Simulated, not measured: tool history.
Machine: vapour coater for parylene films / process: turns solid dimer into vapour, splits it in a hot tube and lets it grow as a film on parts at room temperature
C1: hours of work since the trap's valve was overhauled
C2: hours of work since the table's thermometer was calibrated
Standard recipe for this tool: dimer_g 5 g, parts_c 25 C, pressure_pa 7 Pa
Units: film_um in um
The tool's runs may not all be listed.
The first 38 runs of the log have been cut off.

{"run": 39, "day": 76.883, "dimer_g": 8, "parts_c": 20, "pressure_pa": 7.54, "C1": 314, "C2": 730, "film_um": 4.42}
{"run": 40, "day": 78.854, "dimer_g": 8, "parts_c": 20, "pressure_pa": 7.54, "C1": 348, "C2": 764, "film_um": 4.53}
{"run": 41, "day": 81.004, "dimer_g": 5, "parts_c": 33, "pressure_pa": 5.22, "C1": 385, "C2": 801, "film_um": 2.15}
{"run": 42, "day": 83.829, "dimer_g": 5, "parts_c": 33, "pressure_pa": 5.22, "C1": 434, "C2": 850, "film_um": 2.19}
{"run": 43, "day": 85.612, "dimer_g": 6, "parts_c": 24, "pressure_pa": 2.62, "C1": 465, "C2": 881, "film_um": 3.76}
{"run": 44, "day": 87.4, "dimer_g": 4, "parts_c": 32, "pressure_pa": 5.43, "C1": 496, "C2": 912, "film_um": 1.79}
{"run": 45, "day": 89.158, "dimer_g": 3, "parts_c": 27, "pressure_pa": 3.6, "C1": 526, "C2": 942, "film_um": 1.66}
{"run": 46, "day": 91.758, "dimer_g": 6, "parts_c": 22, "pressure_pa": 2.72, "C1": 571, "C2": 987, "film_um": 3.88}

Predict each of these 5 candidate next runs independently; none follows another, all start after run 46:
{"day": 93.2, "done": "trap's valve overhauled"}
{"run": "A", "day": 94.229, "dimer_g": 2, "parts_c": 36, "pressure_pa": 3.69, "C1": 18, "C2": 1026, "film_um": "?"}
{"day": 93.2, "done": "trap's valve overhauled"}
{"run": "B", "day": 94.229, "dimer_g": 4, "parts_c": 18, "pressure_pa": 6.44, "C1": 18, "C2": 1026, "film_um": "?"}
{"day": 93.2, "done": "trap's valve overhauled"}
{"run": "C", "day": 94.229, "dimer_g": 8, "parts_c": 26, "pressure_pa": 2.72, "C1": 18, "C2": 1026, "film_um": "?"}
{"day": 93.2, "done": "trap's valve overhauled"}
{"run": "D", "day": 94.229, "dimer_g": 5, "parts_c": 22, "pressure_pa": 3.46, "C1": 18, "C2": 1026, "film_um": "?"}
{"day": 93.2, "done": "trap's valve overhauled"}
{"run": "E", "day": 94.229, "dimer_g": 2, "parts_c": 27, "pressure_pa": 9.77, "C1": 18, "C2": 1026, "film_um": "?"}

run=A film_um=0.86
run=B film_um=2.42
run=C film_um=4.76
run=D film_um=3.09
run=E film_um=0.88
Stripped of hidden state, with their random variation kept, the same runs would have yielded:
run=A film_um=0.86
run=B film_um=2.42
run=C film_um=4.75
run=D film_um=3.09
run=E film_um=0.88
